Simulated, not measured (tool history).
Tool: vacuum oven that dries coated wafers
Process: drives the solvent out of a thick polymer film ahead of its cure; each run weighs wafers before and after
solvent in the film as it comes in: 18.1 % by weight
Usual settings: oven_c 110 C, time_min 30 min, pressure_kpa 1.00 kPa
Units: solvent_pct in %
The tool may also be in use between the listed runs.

run	hour	oven_c	time_min	pressure_kpa	solvent_pct
1	0.0	110	30	1.00	1.37
2	101.8	106	30	1.00	1.87
3	182.0	110	30	1.00	1.38
4	277.5	110	26	1.00	1.73
5	335.9	120	30	1.00	0.70
6	438.5	110	34	1.00	1.20
7	520.2	110	30	2.07	1.95
8	565.0	110	30	2.07	1.97
9	646.0	110	30	2.07	2.01
10	749.6	110	30	1.00	1.59
# hour 787.8: oven's thermocouples calibrated
11	804.2	110	30	1.00	1.38
12	850.8	110	30	1.00	1.41
13	912.9	110	30	1.00	1.56
14	969.9	110	30	1.00	1.54
15	1053.8	110	30	1.00	1.58
16	1134.4	110	30	1.00	1.55
17	1204.9	110	30	1.00	1.53
18	1258.5	110	30	1.00	1.46
19	1318.4	110	30	1.00	1.56
20	1398.6	110	30	1.00	1.60
21	1462.7	110	30	1.00	1.53
22	1543.2	106	30	0.76	2.01
23	1605.7	108	25	3.70	3.74
24	1694.3	104	16	0.78	5.12
25	1782.8	114	18	1.78	2.54
26	1883.8	114	18	1.78	2.70
27	1982.0	123	41	0.88	0.66
28	2028.8	117	30	0.63	0.85
29	2132.5	117	30	0.63	0.90
30	2213.6	110	37	1.90	1.74
31	2294.1	110	37	1.90	1.85
32	2359.8	110	30	3.89	3.14
33	2463.0	102	16	0.60	5.63
34	2561.1	112	20	0.60	2.44
# hour 2582.5: oven's thermocouples calibrated
35	2614.7	110	46	1.00	1.18
36	2696.9	104	45	2.34	2.38
37	2786.5	95	31	1.46	4.65
38	2841.5	95	15	1.46	7.96
39	2896.1	105	34	0.62	1.88
40	2946.2	110	36	2.14	2.00

Hidden state or all else? Some run-to-run changes of solvent_pct, split into what the settings, what came in and random variation would give without the hidden state, and what is left for the hidden state (with any gauge scatter that isn't in both results):
The hidden state here: true wafer temperature over the reading, C; true pressure over the reading, kPa; drift of the gauge itself on solvent_pct, %.
Run 26 -> 27: oven_c 114 -> 123, time_min 18 -> 41, pressure_kpa 1.78 -> 0.88. solvent_pct -2.04 %: hidden state -0.18, all else -1.86.
Run 33 -> 34: oven_c 102 -> 112, time_min 16 -> 20. solvent_pct -3.19 %: hidden state -0.16, all else -3.03.
Run 36 -> 37: oven_c 104 -> 95, time_min 45 -> 31, pressure_kpa 2.34 -> 1.46. solvent_pct +2.27 %: hidden state +0.18, all else +2.09.
Run 37 -> 38: time_min 31 -> 15. solvent_pct +3.31 %: hidden state -0.20, all else +3.51.
Run 38 -> 39: oven_c 95 -> 105, time_min 15 -> 34, pressure_kpa 1.46 -> 0.62. solvent_pct -6.08 %: hidden state +0.03, all else -6.11.
